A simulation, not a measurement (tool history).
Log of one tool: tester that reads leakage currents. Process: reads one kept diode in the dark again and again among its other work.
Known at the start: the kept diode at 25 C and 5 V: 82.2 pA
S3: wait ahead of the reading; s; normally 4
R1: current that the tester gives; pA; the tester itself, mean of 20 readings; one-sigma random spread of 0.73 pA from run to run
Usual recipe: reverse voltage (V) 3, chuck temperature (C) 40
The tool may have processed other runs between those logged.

run 1 hour=0 | reverse_voltage_(V)=3 chuck_temperature_(C)=40 S3=4 | R1=236.97
run 2 hour=52.9 | reverse_voltage_(V)=3 chuck_temperature_(C)=40 S3=4 | R1=234.54
run 3 hour=111.1 | reverse_voltage_(V)=3 chuck_temperature_(C)=40 S3=4 | R1=235.38
run 4 hour=220.6 | reverse_voltage_(V)=3 chuck_temperature_(C)=40 S3=4 | R1=231.96
run 5 hour=315.5 | reverse_voltage_(V)=3 chuck_temperature_(C)=40 S3=0.59 | R1=232.2
run 6 hour=412.4 | reverse_voltage_(V)=3 chuck_temperature_(C)=40 S3=0.59 | R1=228.79
run 7 hour=513 | reverse_voltage_(V)=3 chuck_temperature_(C)=54 S3=0.59 | R1=651.46
run 8 hour=614.6 | reverse_voltage_(V)=6.79 chuck_temperature_(C)=54 S3=0.59 | R1=828.97
run 9 hour=672.4 | reverse_voltage_(V)=6.79 chuck_temperature_(C)=54 S3=0.59 | R1=826.4
run 10 hour=766 | reverse_voltage_(V)=6.79 chuck_temperature_(C)=54 S3=0.59 | R1=824.59
run 11 hour=835.9 | reverse_voltage_(V)=6.79 chuck_temperature_(C)=54 S3=0.59 | R1=814.82
run 12 hour=942.4 | reverse_voltage_(V)=3 chuck_temperature_(C)=40 S3=4 | R1=217.72
run 13 hour=1043.2 | reverse_voltage_(V)=3 chuck_temperature_(C)=40 S3=4 | R1=218.71
run 14 hour=1127.6 | reverse_voltage_(V)=3 chuck_temperature_(C)=40 S3=4 | R1=216.16
run 15 hour=1198.5 | reverse_voltage_(V)=12.17 chuck_temperature_(C)=36 S3=0.59 | R1=243.82
run 16 hour=1262.3 | reverse_voltage_(V)=12.17 chuck_temperature_(C)=39 S3=1.44 | R1=306.25
run 17 hour=1317.1 | reverse_voltage_(V)=5.49 chuck_temperature_(C)=45 S3=4 | R1=378.17
run 18 hour=1420.2 | reverse_voltage_(V)=1.17 chuck_temperature_(C)=42 S3=0.45 | R1=186.66
run 19 hour=1511 | reverse_voltage_(V)=7.95 chuck_temperature_(C)=40 S3=0.3 | R1=287.64
run 20 hour=1617.2 | reverse_voltage_(V)=7.95 chuck_temperature_(C)=40 S3=0.3 | R1=285.04
run 21 hour=1675.9 | reverse_voltage_(V)=7.52 chuck_temperature_(C)=43 S3=2.35 | R1=348.94
run 22 hour=1774.3 | reverse_voltage_(V)=3 chuck_temperature_(C)=42 S3=4 | R1=240.76
run 23 hour=1875.9 | reverse_voltage_(V)=9.33 chuck_temperature_(C)=42 S3=4 | R1=403.43
run 24 hour=1934.3 | reverse_voltage_(V)=9.33 chuck_temperature_(C)=44 S3=3.34 | R1=466.2
run 25 hour=2011.2 | reverse_voltage_(V)=3 chuck_temperature_(C)=21 S3=0.75 | R1=50.6

Not shown here: 1 entry made in the log between runs. Locate each between two listed runs and compare the hidden state at the listed run before it with the hidden state at the listed run after it:
From run 22 to run 23: chuck's temperature calibrated (hour 1864.4)
  stray current of the dirty probe card, pA a volt: 0.244 -> 0.251; current scale over the true one, %: 0.2 -> 0.21; true chuck temperature over the reading, C: -2.09 -> 0.03
  measured value less the no-hidden-state value, R1: -41.18 -> +3.92 pA
